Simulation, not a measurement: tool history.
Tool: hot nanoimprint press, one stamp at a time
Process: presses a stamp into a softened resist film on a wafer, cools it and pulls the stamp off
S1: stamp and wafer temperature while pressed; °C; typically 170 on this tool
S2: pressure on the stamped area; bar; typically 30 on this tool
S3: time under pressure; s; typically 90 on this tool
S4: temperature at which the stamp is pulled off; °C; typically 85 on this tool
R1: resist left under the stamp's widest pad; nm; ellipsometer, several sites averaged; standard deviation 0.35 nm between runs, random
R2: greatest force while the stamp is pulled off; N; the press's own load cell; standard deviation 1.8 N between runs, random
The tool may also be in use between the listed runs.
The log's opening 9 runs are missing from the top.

At day 12.212: press's hydraulic seals changed and the load cell set to zero.
Run 10, day 12.296: usual settings but S3 102 s. Result: R1 124.9 nm, R2 183 N.
At day 13.054: plate thermocouple calibrated.
Run 11, day 13.383: usual settings but S1 164 °C. Result: R1 203.8 nm, R2 187 N.
At day 13.854: stamp cleaned and given a new release coat.
Run 12, day 14.729: usual settings but S1 164 °C. Result: R1 202.5 nm, R2 149 N.
Run 13, day 16.4: usual settings but S1 164 °C. Result: R1 202 nm, R2 151 N.
Run 14, day 17.133: usual settings. Result: R1 135.1 nm, R2 156 N.
Run 15, day 17.925: usual settings. Result: R1 135.9 nm, R2 155 N.
Run 16, day 19.542: usual settings but S2 30.7 bar, S3 89 s, S4 81 °C. Result: R1 134.2 nm, R2 178 N.
Run 17, day 21.346: usual settings but S2 30.7 bar, S3 89 s, S4 81 °C. Result: R1 133.3 nm, R2 184 N.
Run 18, day 22.738: usual settings but S1 167 °C, S2 25.6 bar, S3 167 s, S4 73 °C. Result: R1 138.5 nm, R2 223 N.
Run 19, day 24.204: usual settings but S2 25.8 bar, S4 81 °C. Result: R1 143.7 nm, R2 184 N.
Run 20, day 25.638: usual settings but S1 179 °C, S2 44.2 bar, S3 65 s, S4 93 °C. Result: R1 68.7 nm, R2 136 N.
Run 21, day 27.433: usual settings but S1 179 °C, S2 44.2 bar, S3 65 s, S4 93 °C. Result: R1 68.5 nm, R2 140 N.
Run 22, day 29.217: usual settings but S1 175 °C, S2 44.2 bar, S3 91 s, S4 80 °C. Result: R1 77.2 nm, R2 206 N.
Run 23, day 30.858: usual settings but S1 175 °C, S2 44.2 bar, S3 91 s, S4 80 °C. Result: R1 76.7 nm, R2 204 N.
At day 31.283: stamp cleaned and given a new release coat.
Run 24, day 32.567: usual settings but S1 175 °C, S2 44.2 bar, S3 91 s, S4 80 °C. Result: R1 77 nm, R2 168 N.
Run 25, day 34.075: usual settings but S1 179 °C, S2 44.2 bar, S3 91 s, S4 91 °C. Result: R1 57.9 nm, R2 126 N.
Run 26, day 35.617: usual settings but S1 179 °C, S2 44.2 bar, S3 91 s, S4 91 °C. Result: R1 58.2 nm, R2 129 N.
Run 27, day 36.879: usual settings but S1 179 °C, S2 44.2 bar, S3 91 s, S4 91 °C. Result: R1 58.3 nm, R2 132 N.
Run 28, day 38.367: usual settings but S1 172 °C, S2 46.2 bar, S3 164 s, S4 80 °C. Result: R1 70.4 nm, R2 183 N.
Run 29, day 39.467: usual settings but S1 172 °C, S2 46.2 bar, S3 164 s, S4 80 °C. Result: R1 70.4 nm, R2 184 N.
Run 30, day 40.783: usual settings but S1 180 °C, S2 19.2 bar, S3 149 s, S4 83 °C. Result: R1 65.5 nm, R2 173 N.

4 ways to go on from here, each from the tool as it stands after run 30. What would each give?
Run A, day 41.746: usual settings but S1 180 °C, S2 20.5 bar, S3 149 s, S4 83 °C. Result: R1 ?, R2 ?.
Run B, day 41.746: usual settings but S1 179 °C, S2 19.2 bar, S3 149 s, S4 83 °C. Result: R1 ?, R2 ?.
Run C, day 41.746: usual settings but S1 159 °C, S2 22.3 bar, S3 106 s. Result: R1 ?, R2 ?.
Run D, day 41.746: usual settings but S1 179 °C, S2 35.1 bar, S3 149 s, S4 77 °C. Result: R1 ?, R2 ?.

run    R1   R2
  A  63.5  178
  B  69.6  177
  C   264  166
  D  51.9  203
Without the tool's hidden state the same runs would have given:
run     R1   R2
  A   67.6  157
  B   74.2  157
  C  274.9  147
  D     55  178
